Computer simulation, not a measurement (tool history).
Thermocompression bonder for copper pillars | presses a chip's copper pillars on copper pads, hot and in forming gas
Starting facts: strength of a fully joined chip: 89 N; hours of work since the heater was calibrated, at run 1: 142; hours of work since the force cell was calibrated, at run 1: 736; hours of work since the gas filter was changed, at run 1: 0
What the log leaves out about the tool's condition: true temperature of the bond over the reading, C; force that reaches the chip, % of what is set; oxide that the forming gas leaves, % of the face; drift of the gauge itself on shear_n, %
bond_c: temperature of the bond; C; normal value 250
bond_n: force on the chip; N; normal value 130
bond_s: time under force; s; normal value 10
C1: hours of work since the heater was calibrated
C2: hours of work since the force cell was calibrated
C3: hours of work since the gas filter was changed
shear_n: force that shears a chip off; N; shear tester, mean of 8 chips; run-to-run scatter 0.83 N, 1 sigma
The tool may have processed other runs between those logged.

Run 1, hour 0: usual settings; C1 142; C2 736; C3 0. Result: shear_n 64.7 N.
Run 2, hour 72.7: usual settings but bond_n 140 N; C1 172; C2 766; C3 30. Result: shear_n 66.7 N.
Run 3, hour 110.7: usual settings but bond_n 140 N; C1 188; C2 782; C3 46. Result: shear_n 65.1 N.
Run 4, hour 143.8: usual settings but bond_n 140 N; C1 201; C2 796; C3 59. Result: shear_n 64.7 N.
Run 5, hour 209.1: usual settings but bond_n 140 N; C1 228; C2 823; C3 86. Result: shear_n 65.7 N.
Run 6, hour 274.1: usual settings but bond_n 111 N; C1 255; C2 850; C3 113. Result: shear_n 57.4 N.
Run 7, hour 311.1: usual settings but bond_c 235 C; C1 270; C2 865; C3 129. Result: shear_n 52.8 N.
Run 8, hour 363.4: usual settings; C1 292; C2 887; C3 150. Result: shear_n 60.8 N.
Run 9, hour 423.3: usual settings; C1 317; C2 911; C3 175. Result: shear_n 60 N.
At hour 471.8: forming gas filter changed.
Run 10, hour 484.4: usual settings; C1 342; C2 936; C3 5. Result: shear_n 63.4 N.
Run 11, hour 526.8: usual settings but bond_c 222 C, bond_n 107 N, bond_s 9 s; C1 359; C2 954; C3 23. Result: shear_n 36.8 N.
Run 12, hour 579.4: usual settings but bond_c 269 C, bond_n 98 N, bond_s 7 s; C1 381; C2 976; C3 44. Result: shear_n 58.1 N.
Run 13, hour 628.6: usual settings but bond_c 260 C, bond_n 79 N; C1 402; C2 996; C3 65. Result: shear_n 49.3 N.
Run 14, hour 664.8: usual settings but bond_c 245 C; C1 416; C2 1011; C3 80. Result: shear_n 58.4 N.
Run 15, hour 703.5: usual settings but bond_c 272 C, bond_n 84 N, bond_s 11 s; C1 432; C2 1027; C3 96. Result: shear_n 59.4 N.
Run 16, hour 771.7: usual settings but bond_c 228 C, bond_s 5 s; C1 461; C2 1055; C3 124. Result: shear_n 35.9 N.
Run 17, hour 802: usual settings but bond_c 225 C, bond_n 136 N, bond_s 24 s; C1 473; C2 1068; C3 137. Result: shear_n 59.8 N.
Run 18, hour 837.6: usual settings but bond_c 252 C; C1 488; C2 1082; C3 151. Result: shear_n 61.1 N.
Run 19, hour 879.9: usual settings but bond_c 252 C; C1 505; C2 1100; C3 169. Result: shear_n 59.8 N.

What if the next run were any one of these 4? Each begins from the tool's condition after run 19:
At hour 942.8: forming gas filter changed.
Run A, hour 956: usual settings but bond_c 238 C, bond_n 144 N, bond_s 16 s; C1 537; C2 1131; C3 5. Result: shear_n ?.
At hour 942.8: forming gas filter changed.
Run B, hour 956: usual settings but bond_c 235 C, bond_n 131 N, bond_s 29 s; C1 537; C2 1131; C3 5. Result: shear_n ?.
At hour 942.8: forming gas filter changed.
Run C, hour 956: usual settings but bond_c 244 C, bond_s 11 s; C1 537; C2 1131; C3 5. Result: shear_n ?.
At hour 942.8: forming gas filter changed.
Run D, hour 956: usual settings but bond_c 253 C, bond_s 5 s; C1 537; C2 1131; C3 5. Result: shear_n ?.

run  shear_n
  A     64.2
  B     69.1
  C     59.1
  D     50.4
With the hidden condition removed and each run's random variation left untouched, the same runs would have given:
run  shear_n
  A     69.8
  B     74.2
  C     64.9
  D     55.9

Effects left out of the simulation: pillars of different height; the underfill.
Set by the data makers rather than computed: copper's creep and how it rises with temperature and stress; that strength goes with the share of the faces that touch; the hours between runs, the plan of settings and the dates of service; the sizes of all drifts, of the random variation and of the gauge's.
